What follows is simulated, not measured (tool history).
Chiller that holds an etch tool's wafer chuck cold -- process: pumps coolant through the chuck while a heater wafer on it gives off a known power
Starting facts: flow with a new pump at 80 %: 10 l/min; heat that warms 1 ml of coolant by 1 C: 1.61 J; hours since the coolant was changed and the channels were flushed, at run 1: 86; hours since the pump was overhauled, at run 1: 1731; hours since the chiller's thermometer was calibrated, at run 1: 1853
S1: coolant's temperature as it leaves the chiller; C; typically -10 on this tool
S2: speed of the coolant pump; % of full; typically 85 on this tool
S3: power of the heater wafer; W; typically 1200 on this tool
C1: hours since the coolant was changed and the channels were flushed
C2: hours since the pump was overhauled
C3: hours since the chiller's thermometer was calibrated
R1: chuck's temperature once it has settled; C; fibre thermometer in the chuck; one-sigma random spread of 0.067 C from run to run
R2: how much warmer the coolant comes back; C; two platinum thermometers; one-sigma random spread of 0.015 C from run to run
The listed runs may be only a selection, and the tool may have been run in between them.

Run 1, hour 0.0: usual settings; C1 86; C2 1731; C3 1853. Result: R1 1.71 C, R2 4.32 C.
Run 2, hour 35.9: usual settings; C1 122; C2 1767; C3 1889. Result: R1 1.71 C, R2 4.33 C.
Run 3, hour 69.9: usual settings but S3 702 W; C1 156; C2 1801; C3 1923. Result: R1 -3.06 C, R2 2.55 C.
Run 4, hour 91.3: usual settings but S3 872 W; C1 178; C2 1822; C3 1944. Result: R1 -1.50 C, R2 3.16 C.
Run 5, hour 110.5: usual settings but S3 872 W; C1 197; C2 1841; C3 1964. Result: R1 -1.39 C, R2 3.15 C.
Run 6, hour 146.1: usual settings; C1 233; C2 1877; C3 1999. Result: R1 1.76 C, R2 4.34 C.
Run 7, hour 177.7: usual settings but S3 641 W; C1 264; C2 1909; C3 2031. Result: R1 -3.62 C, R2 2.35 C.
Run 8, hour 211.1: usual settings; C1 297; C2 1942; C3 2064. Result: R1 1.93 C, R2 4.30 C.
Run 9, hour 246.8: usual settings; C1 333; C2 1978; C3 2100. Result: R1 1.81 C, R2 4.34 C.
Run 10, hour 278.4: usual settings but S1 -5 C; C1 365; C2 2009; C3 2132. Result: R1 6.96 C, R2 4.37 C.
Run 11, hour 302.1: usual settings but S1 -5 C; C1 389; C2 2033; C3 2155. Result: R1 6.82 C, R2 4.34 C.
Run 12, hour 327.1: usual settings but S1 -5 C; C1 413; C2 2058; C3 2180. Result: R1 6.90 C, R2 4.35 C.
Run 13, hour 358.2: usual settings; C1 445; C2 2089; C3 2211. Result: R1 1.95 C, R2 4.34 C.
Run 14, hour 388.6: usual settings; C1 475; C2 2119; C3 2242. Result: R1 1.85 C, R2 4.37 C.
Run 15, hour 429.0: usual settings; C1 515; C2 2160; C3 2282. Result: R1 1.90 C, R2 4.35 C.
Run 16, hour 455.3: usual settings; C1 542; C2 2186; C3 2308. Result: R1 1.98 C, R2 4.34 C.
Run 17, hour 479.6: usual settings but S1 -11 C, S2 68 % of full, S3 827 W; C1 566; C2 2211; C3 2333. Result: R1 -0.88 C, R2 3.87 C.
Run 18, hour 509.3: usual settings but S1 -11 C, S2 68 % of full, S3 827 W; C1 596; C2 2240; C3 2362. Result: R1 -1.02 C, R2 3.86 C.
Run 19, hour 531.1: usual settings but S1 -11 C, S2 68 % of full, S3 827 W; C1 617; C2 2262; C3 2384. Result: R1 -0.97 C, R2 3.86 C.
Run 20, hour 555.3: usual settings but S1 -4 C, S2 96 % of full, S3 1280 W; C1 642; C2 2286; C3 2408. Result: R1 7.54 C, R2 4.05 C.
Run 21, hour 592.6: usual settings but S1 -9 C, S2 87 % of full, S3 1445 W; C1 679; C2 2323; C3 2446. Result: R1 5.17 C, R2 5.11 C.
Run 22, hour 637.1: usual settings but S1 -9 C, S2 61 % of full, S3 1445 W; C1 724; C2 2368; C3 2490. Result: R1 9.98 C, R2 7.66 C.
Run 23, hour 657.4: usual settings but S1 -7 C, S2 84 % of full, S3 1154 W; C1 744; C2 2388; C3 2511. Result: R1 4.70 C, R2 4.26 C.
Run 24, hour 693.2: usual settings but S1 -2 C, S2 77 % of full, S3 680 W; C1 780; C2 2424; C3 2546. Result: R1 5.56 C, R2 2.77 C.
Run 25, hour 711.9: usual settings but S1 -2 C, S2 77 % of full, S3 680 W; C1 798; C2 2443; C3 2565. Result: R1 5.49 C, R2 2.77 C.
Run 26, hour 741.1: usual settings but S3 908 W; C1 827; C2 2472; C3 2594. Result: R1 -0.91 C, R2 3.30 C.
Run 27, hour 764.2: usual settings but S3 908 W; C1 851; C2 2495; C3 2617. Result: R1 -0.81 C, R2 3.31 C.
Run 28, hour 789.3: usual settings but S1 -14 C, S2 74 % of full, S3 1037 W; C1 876; C2 2520; C3 2642. Result: R1 -2.38 C, R2 4.42 C.
Run 29, hour 828.4: usual settings but S1 -14 C, S2 74 % of full, S3 1037 W; C1 915; C2 2559; C3 2682. Result: R1 -2.19 C, R2 4.44 C.
Run 30, hour 847.5: usual settings but S1 -14 C, S2 74 % of full, S3 1037 W; C1 934; C2 2578; C3 2701. Result: R1 -2.16 C, R2 4.41 C.
Run 31, hour 868.8: usual settings but S1 -15 C; C1 955; C2 2600; C3 2722. Result: R1 -2.88 C, R2 4.40 C.

Hidden state or all else? Some run-to-run changes of R1, split into what the settings, what came in and random variation would give without the hidden state, and what is left for the hidden state (with any gauge scatter that isn't in both results):
Hidden conditions of the tool in this case: heat passed by the chuck's channels, % of clean ones'; flow at a given pump speed, % of a new pump's; coolant's true temperature over the reading, C; drift of the gauge itself on chuck_c, C; drift of the gauge itself on warmer_back_c, C.
Run 7 -> 8: S3 641 -> 1200. R1 +5.55 C: hidden state +0.20, all else +5.35.
Run 19 -> 20: S1 -11 -> -4, S2 68 -> 96, S3 827 -> 1280. R1 +8.51 C: hidden state +0.08, all else +8.43.
Run 21 -> 22: S2 87 -> 61. R1 +4.81 C: hidden state +0.27, all else +4.54.
Run 22 -> 23: S1 -9 -> -7, S2 61 -> 84, S3 1445 -> 1154. R1 -5.28 C: hidden state -0.36, all else -4.92.
Run 23 -> 24: S1 -7 -> -2, S2 84 -> 77, S3 1154 -> 680. R1 +0.86 C: hidden state -0.21, all else +1.07.
Run 25 -> 26: S1 -2 -> -10, S2 77 -> 85, S3 680 -> 908. R1 -6.40 C: hidden state +0.10, all else -6.50.

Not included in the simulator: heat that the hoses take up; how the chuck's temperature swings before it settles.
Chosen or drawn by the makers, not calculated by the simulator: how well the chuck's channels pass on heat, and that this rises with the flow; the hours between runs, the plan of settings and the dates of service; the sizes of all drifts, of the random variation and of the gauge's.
